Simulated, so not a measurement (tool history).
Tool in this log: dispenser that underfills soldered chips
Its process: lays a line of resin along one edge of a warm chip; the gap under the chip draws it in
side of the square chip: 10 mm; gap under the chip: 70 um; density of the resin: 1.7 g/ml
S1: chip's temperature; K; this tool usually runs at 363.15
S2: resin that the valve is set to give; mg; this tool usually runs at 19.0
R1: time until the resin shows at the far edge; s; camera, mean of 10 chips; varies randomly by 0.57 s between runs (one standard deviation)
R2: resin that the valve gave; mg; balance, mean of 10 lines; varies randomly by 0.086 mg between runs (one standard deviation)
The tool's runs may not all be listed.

run 1 hour=0.0 | S1=363.15 S2=19.0 | R1=50.8 R2=19.08
-- hour=3.6 new syringe of resin
run 2 hour=8.4 | S1=363.15 S2=23.2 | R1=52.1 R2=23.06
-- hour=12.7 new syringe of resin
-- hour=21.6 new syringe of resin
run 3 hour=22.1 | S1=363.15 S2=23.2 | R1=46.1 R2=23.02
-- hour=30.0 new syringe of resin
run 4 hour=34.8 | S1=363.15 S2=21.0 | R1=51.4 R2=20.87
-- hour=39.1 new syringe of resin
run 5 hour=43.8 | S1=363.15 S2=21.0 | R1=52.1 R2=20.79
-- hour=47.7 new syringe of resin
-- hour=56.5 new syringe of resin
run 6 hour=57.3 | S1=363.15 S2=19.0 | R1=48.1 R2=18.48
-- hour=65.1 new syringe of resin
run 7 hour=65.8 | S1=363.15 S2=22.0 | R1=46.8 R2=21.58
run 8 hour=71.8 | S1=353.15 S2=17.7 | R1=85.5 R2=17.32
-- hour=73.8 new syringe of resin
-- hour=82.2 new syringe of resin
run 9 hour=82.2 | S1=357.15 S2=18.5 | R1=61.3 R2=17.91
-- hour=91.1 new syringe of resin
run 10 hour=92.1 | S1=357.15 S2=18.5 | R1=62.7 R2=18.13
run 11 hour=98.4 | S1=377.15 S2=20.8 | R1=32.9 R2=20.16
-- hour=100.5 new syringe of resin
run 12 hour=104.5 | S1=365.15 S2=22.1 | R1=45.5 R2=21.49
-- hour=109.2 new syringe of resin
run 13 hour=113.0 | S1=359.15 S2=17.7 | R1=59.5 R2=17.10
-- hour=117.7 new syringe of resin
run 14 hour=122.3 | S1=359.15 S2=17.7 | R1=62.0 R2=17.00

Forecast each of these 3 alternatives for the next run:
-- hour=126.3 new syringe of resin
run A hour=129.4 | S1=371.15 S2=17.7 | R1=? R2=?
-- hour=126.3 new syringe of resin
run B hour=129.4 | S1=359.15 S2=23.0 | R1=? R2=?
-- hour=126.3 new syringe of resin
run C hour=129.4 | S1=363.15 S2=17.2 | R1=? R2=?

run=A R1=36.7 R2=17.07
run=B R1=58.6 R2=22.19
run=C R1=50.7 R2=16.47
With no hidden state in the tool, these same runs would have given:
run=A R1=35.0 R2=17.75
run=B R1=56.5 R2=23.07
run=C R1=48.5 R2=17.13
